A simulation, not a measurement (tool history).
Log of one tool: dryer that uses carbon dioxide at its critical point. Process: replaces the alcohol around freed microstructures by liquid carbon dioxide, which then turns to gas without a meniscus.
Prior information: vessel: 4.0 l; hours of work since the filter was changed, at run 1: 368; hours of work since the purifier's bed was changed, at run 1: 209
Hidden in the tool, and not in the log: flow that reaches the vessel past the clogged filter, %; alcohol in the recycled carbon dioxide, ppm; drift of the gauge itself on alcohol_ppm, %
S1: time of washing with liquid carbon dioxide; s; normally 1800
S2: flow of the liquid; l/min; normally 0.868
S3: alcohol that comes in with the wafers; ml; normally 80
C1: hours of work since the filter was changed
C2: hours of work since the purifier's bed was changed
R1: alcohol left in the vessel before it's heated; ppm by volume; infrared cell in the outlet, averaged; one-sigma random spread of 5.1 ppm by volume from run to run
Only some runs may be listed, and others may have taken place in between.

run   hour    S1     S2   S3   C1   C2   R1
  1    0.0  1800  0.868   80  368  209  146
  2   20.6  1800  0.868   80  374  216  138
  3   35.7  1800  0.868   80  379  220  150
  4   56.6  1800  0.851   80  386  227  156
  5   81.6  1800  0.851   80  394  235  166
  6  107.2  1800  0.868   46  402  243   95
  7  126.2  1800  0.868   49  408  249  118
  8  154.3  1800  0.868   49  417  258  115
  9  175.9  1800  0.868   49  424  265  118
 10  189.8  1800  0.868   49  428  269  112
     204.4  -- inlet filter changed
 11  211.1  1800  0.868   49    2  276   79
 12  227.3  1800  0.868   49    7  281   87
 13  244.1  1800  0.680   49   13  286  183
 14  272.7  1800  0.680   49   22  295  184
 15  300.3  1800  0.868   24   30  304   63
 16  325.1  1800  0.868   24   38  312   80
 17  344.2  1800  0.868   24   44  318   75
 18  368.2  1800  0.868   24   52  325   73
 19  384.3  1800  0.868   80   57  330  122
 20  399.7  1800  0.868   80   62  335  125
 21  423.4  2460  0.651   27   69  343   83
 22  438.6  1440  0.730   80   74  348  482
 23  455.3  2400  1.264   25   79  353   59
 24  471.8  1800  1.090   80   85  358   82
 25  488.7  1800  0.868   50   90  363  107
 26  511.7  1800  0.868   50   97  371  109
 27  539.6  1800  0.868   50  106  379  107
 28  570.1  1800  0.868   51  116  389  108
 29  583.1  1740  0.706   77  120  393  303
 30  604.5  1740  0.706   77  127  400  294
 31  625.4  1440  0.706  111  133  407  795
 32  649.0  1800  0.571   80  141  414  615
 33  665.8  1980  1.256   68  146  419   77
 34  679.6  1800  1.296   27  150  424   72
 35  697.1  1800  1.296   27  156  429   80
 36  726.3  2880  0.868   78  165  439   89
 37  753.2  2880  0.868   78  174  447   89
 38  778.7  2880  0.868   24  182  455   88
 39  793.3  2880  0.962   32  186  460   84
 40  806.1  1260  1.392   45  190  464   98

Hidden condition of the tool, last listed run before each entry between runs versus first listed run after:
From run 10 to run 11: inlet filter changed (hour 204.4)
  flow that reaches the vessel past the clogged filter, %: 86.5 -> 99.2; alcohol in the recycled carbon dioxide, ppm: 50.5 -> 51.5
  measured minus no-state result, R1: +85 -> +49 ppm by volume

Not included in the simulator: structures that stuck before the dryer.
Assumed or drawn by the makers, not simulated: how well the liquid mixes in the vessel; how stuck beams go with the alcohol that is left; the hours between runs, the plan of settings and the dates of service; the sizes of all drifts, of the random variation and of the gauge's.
